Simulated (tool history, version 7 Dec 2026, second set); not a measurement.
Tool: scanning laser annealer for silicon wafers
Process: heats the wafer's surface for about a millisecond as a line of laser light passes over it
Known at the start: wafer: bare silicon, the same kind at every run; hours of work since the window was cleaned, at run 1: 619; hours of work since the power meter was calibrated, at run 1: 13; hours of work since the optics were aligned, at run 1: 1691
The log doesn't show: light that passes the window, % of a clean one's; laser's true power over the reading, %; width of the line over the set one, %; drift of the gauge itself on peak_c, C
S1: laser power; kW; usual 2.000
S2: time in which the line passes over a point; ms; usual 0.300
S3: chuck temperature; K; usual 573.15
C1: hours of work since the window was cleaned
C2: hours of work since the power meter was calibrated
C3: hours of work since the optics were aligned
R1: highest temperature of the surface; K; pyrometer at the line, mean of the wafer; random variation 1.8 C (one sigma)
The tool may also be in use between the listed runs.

Run 1, hour 0.0: usual settings; C1 619; C2 13; C3 1691. Result: R1 1254.15 K.
Run 2, hour 9.8: usual settings; C1 625; C2 19; C3 1697. Result: R1 1257.15 K.
Run 3, hour 21.2: usual settings; C1 632; C2 25; C3 1703. Result: R1 1252.15 K.
Run 4, hour 28.8: usual settings; C1 636; C2 30; C3 1708. Result: R1 1255.15 K.
Run 5, hour 38.6: usual settings; C1 642; C2 36; C3 1714. Result: R1 1254.15 K.
Run 6, hour 48.6: usual settings but S2 0.328 ms; C1 648; C2 41; C3 1719. Result: R1 1281.15 K.
Run 7, hour 55.4: usual settings but S2 0.328 ms; C1 652; C2 45; C3 1723. Result: R1 1279.15 K.
Run 8, hour 64.1: usual settings but S2 0.328 ms; C1 657; C2 51; C3 1729. Result: R1 1277.15 K.
Run 9, hour 70.0: usual settings; C1 660; C2 54; C3 1732. Result: R1 1250.15 K.
Run 10, hour 79.0: usual settings; C1 666; C2 59; C3 1737. Result: R1 1253.15 K.
Run 11, hour 90.1: usual settings but S2 0.317 ms; C1 672; C2 66; C3 1744. Result: R1 1269.15 K.
Run 12, hour 99.1: usual settings but S3 556.15 K; C1 678; C2 71; C3 1749. Result: R1 1235.15 K.
Run 13, hour 107.1: usual settings but S3 556.15 K; C1 682; C2 76; C3 1754. Result: R1 1231.15 K.
At hour 114.1: optics aligned, line set to its width.
Run 14, hour 120.4: usual settings but S1 2.110 kW, S3 556.15 K; C1 687; C2 81; C3 4. Result: R1 1298.15 K.
Run 15, hour 132.3: usual settings but S1 2.110 kW, S3 556.15 K; C1 694; C2 88; C3 11. Result: R1 1294.15 K.
Run 16, hour 143.1: usual settings; C1 700; C2 94; C3 17. Result: R1 1263.15 K.
Run 17, hour 152.1: usual settings; C1 706; C2 99; C3 22. Result: R1 1266.15 K.
Run 18, hour 159.1: usual settings; C1 710; C2 103; C3 26. Result: R1 1264.15 K.
Run 19, hour 167.9: usual settings but S3 538.15 K; C1 715; C2 109; C3 32. Result: R1 1229.15 K.
Run 20, hour 174.9: usual settings but S3 538.15 K; C1 719; C2 113; C3 36. Result: R1 1229.15 K.
Run 21, hour 185.7: usual settings but S3 538.15 K; C1 726; C2 119; C3 42. Result: R1 1228.15 K.
Run 22, hour 191.7: usual settings but S3 538.15 K; C1 729; C2 123; C3 46. Result: R1 1228.15 K.
Run 23, hour 198.8: usual settings but S1 1.843 kW, S2 0.225 ms, S3 538.15 K; C1 733; C2 127; C3 50. Result: R1 1084.15 K.
Run 24, hour 208.7: usual settings but S1 1.843 kW, S2 0.225 ms, S3 538.15 K; C1 739; C2 133; C3 56. Result: R1 1086.15 K.
Run 25, hour 213.6: usual settings but S1 1.758 kW, S2 0.313 ms, S3 574.15 K; C1 742; C2 136; C3 59. Result: R1 1168.15 K.
Run 26, hour 221.9: usual settings but S3 598.15 K; C1 747; C2 140; C3 63. Result: R1 1286.15 K.
Run 27, hour 228.4: usual settings but S1 1.829 kW, S2 0.330 ms, S3 598.15 K; C1 751; C2 144; C3 67. Result: R1 1238.15 K.
Run 28, hour 238.1: usual settings but S1 1.829 kW, S2 0.330 ms, S3 598.15 K; C1 756; C2 150; C3 73. Result: R1 1238.15 K.
Run 29, hour 249.8: usual settings but S1 2.102 kW, S2 0.305 ms; C1 763; C2 157; C3 80. Result: R1 1313.15 K.
Run 30, hour 259.5: usual settings but S1 2.102 kW, S2 0.305 ms; C1 769; C2 163; C3 86. Result: R1 1315.15 K.
Run 31, hour 270.0: usual settings but S3 559.15 K; C1 775; C2 169; C3 92. Result: R1 1240.15 K.
Run 32, hour 277.1: usual settings but S1 1.922 kW, S2 0.225 ms; C1 779; C2 173; C3 96. Result: R1 1146.15 K.
Run 33, hour 283.9: usual settings but S1 2.197 kW, S2 0.225 ms, S3 606.15 K; C1 783; C2 177; C3 100. Result: R1 1289.15 K.
Run 34, hour 289.5: usual settings but S1 2.197 kW, S2 0.225 ms, S3 606.15 K; C1 787; C2 180; C3 103. Result: R1 1287.15 K.
Run 35, hour 298.9: usual settings but S1 2.197 kW, S2 0.225 ms, S3 606.15 K; C1 792; C2 186; C3 109. Result: R1 1291.15 K.
Run 36, hour 310.4: usual settings but S1 1.995 kW, S2 0.263 ms, S3 584.15 K; C1 799; C2 193; C3 116. Result: R1 1228.15 K.
Run 37, hour 318.5: usual settings but S1 1.750 kW, S2 0.234 ms, S3 546.15 K; C1 804; C2 197; C3 120. Result: R1 1064.15 K.
Run 38, hour 328.3: usual settings but S1 1.750 kW, S2 0.243 ms, S3 546.15 K; C1 809; C2 203; C3 126. Result: R1 1072.15 K.
Run 39, hour 335.7: usual settings but S1 1.807 kW, S2 0.342 ms, S3 546.15 K; C1 814; C2 207; C3 130. Result: R1 1181.15 K.
Run 40, hour 342.1: usual settings but S1 2.124 kW, S2 0.236 ms, S3 586.15 K; C1 818; C2 211; C3 134. Result: R1 1251.15 K.
Run 41, hour 348.3: usual settings but S1 2.118 kW, S3 534.15 K; C1 821; C2 215; C3 138. Result: R1 1270.15 K.

How the hidden state differs across the entries between the runs, from the last listed run before each to the first after it:
Between runs 13 and 14: optics aligned, line set to its width (hour 114.1)
  light that passes the window, % of a clean one's: 95.56 -> 95.53; laser's true power over the reading, %: 0.06 -> 0.07; width of the line over the set one, %: 2.69 -> 0.21
  measured less the result without the state, R1: -57.00 -> -46.00 K

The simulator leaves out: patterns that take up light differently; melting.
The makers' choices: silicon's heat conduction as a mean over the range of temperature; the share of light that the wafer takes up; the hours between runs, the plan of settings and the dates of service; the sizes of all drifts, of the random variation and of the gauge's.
